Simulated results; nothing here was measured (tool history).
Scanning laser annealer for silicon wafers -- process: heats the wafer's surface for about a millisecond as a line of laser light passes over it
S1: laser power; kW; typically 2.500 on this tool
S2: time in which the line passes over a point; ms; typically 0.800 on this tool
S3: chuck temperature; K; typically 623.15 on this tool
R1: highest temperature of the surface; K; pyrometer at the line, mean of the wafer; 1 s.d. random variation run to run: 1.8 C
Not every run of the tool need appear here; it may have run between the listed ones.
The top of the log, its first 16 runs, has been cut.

Run 17, hour 687.8: usual settings but S2 0.743 ms. Result: R1 1269.15 K.
Run 18, hour 741.0: usual settings but S2 0.743 ms. Result: R1 1273.15 K.
Run 19, hour 770.3: usual settings but S2 0.680 ms. Result: R1 1243.15 K.
At hour 790.1: window over the wafer cleaned, once more.
Run 20, hour 808.8: usual settings but S2 0.680 ms. Result: R1 1265.15 K.
Run 21, hour 833.2: usual settings but S2 0.680 ms. Result: R1 1268.15 K.
Run 22, hour 877.4: usual settings but S2 0.680 ms. Result: R1 1263.15 K.
Run 23, hour 913.7: usual settings but S1 2.694 kW, S3 612.15 K. Result: R1 1377.15 K.
Run 24, hour 965.7: usual settings but S1 2.460 kW. Result: R1 1301.15 K.
Run 25, hour 1007.4: usual settings but S1 2.460 kW, S2 0.999 ms, S3 610.15 K. Result: R1 1361.15 K.
Run 26, hour 1034.6: usual settings but S1 2.460 kW, S2 0.999 ms, S3 586.15 K. Result: R1 1336.15 K.
Run 27, hour 1070.0: usual settings but S1 2.337 kW, S2 0.999 ms, S3 603.15 K. Result: R1 1306.15 K.
Run 28, hour 1104.7: usual settings but S1 2.337 kW, S2 0.999 ms, S3 603.15 K. Result: R1 1305.15 K.
Run 29, hour 1131.6: usual settings but S1 2.659 kW, S2 0.784 ms, S3 626.15 K. Result: R1 1362.15 K.
Run 30, hour 1164.4: usual settings but S1 2.419 kW, S2 0.784 ms, S3 655.15 K. Result: R1 1306.15 K.
Run 31, hour 1202.6: usual settings but S1 2.418 kW, S2 0.842 ms, S3 655.15 K. Result: R1 1327.15 K.
Run 32, hour 1239.6: usual settings but S1 2.324 kW, S2 0.921 ms, S3 619.15 K. Result: R1 1283.15 K.
Run 33, hour 1289.4: usual settings but S1 2.324 kW, S2 0.921 ms, S3 602.15 K. Result: R1 1266.15 K.
At hour 1339.3: window over the wafer cleaned.
Run 34, hour 1341.2: usual settings but S1 2.324 kW, S2 0.921 ms, S3 602.15 K. Result: R1 1275.15 K.
Run 35, hour 1391.3: usual settings but S1 2.611 kW, S2 0.742 ms, S3 604.15 K. Result: R1 1309.15 K.
Run 36, hour 1436.7: usual settings but S1 2.370 kW, S3 620.15 K. Result: R1 1266.15 K.

Expected results for the next run?
Run 37, hour 1477.8: usual settings but S1 2.277 kW, S3 647.15 K. Result: R1 ?.

Logged for run 37: R1 1256.15 K.
Were there no unlogged condition in the tool, this run, its random variation unchanged, would have produced R1 1281.15 K.

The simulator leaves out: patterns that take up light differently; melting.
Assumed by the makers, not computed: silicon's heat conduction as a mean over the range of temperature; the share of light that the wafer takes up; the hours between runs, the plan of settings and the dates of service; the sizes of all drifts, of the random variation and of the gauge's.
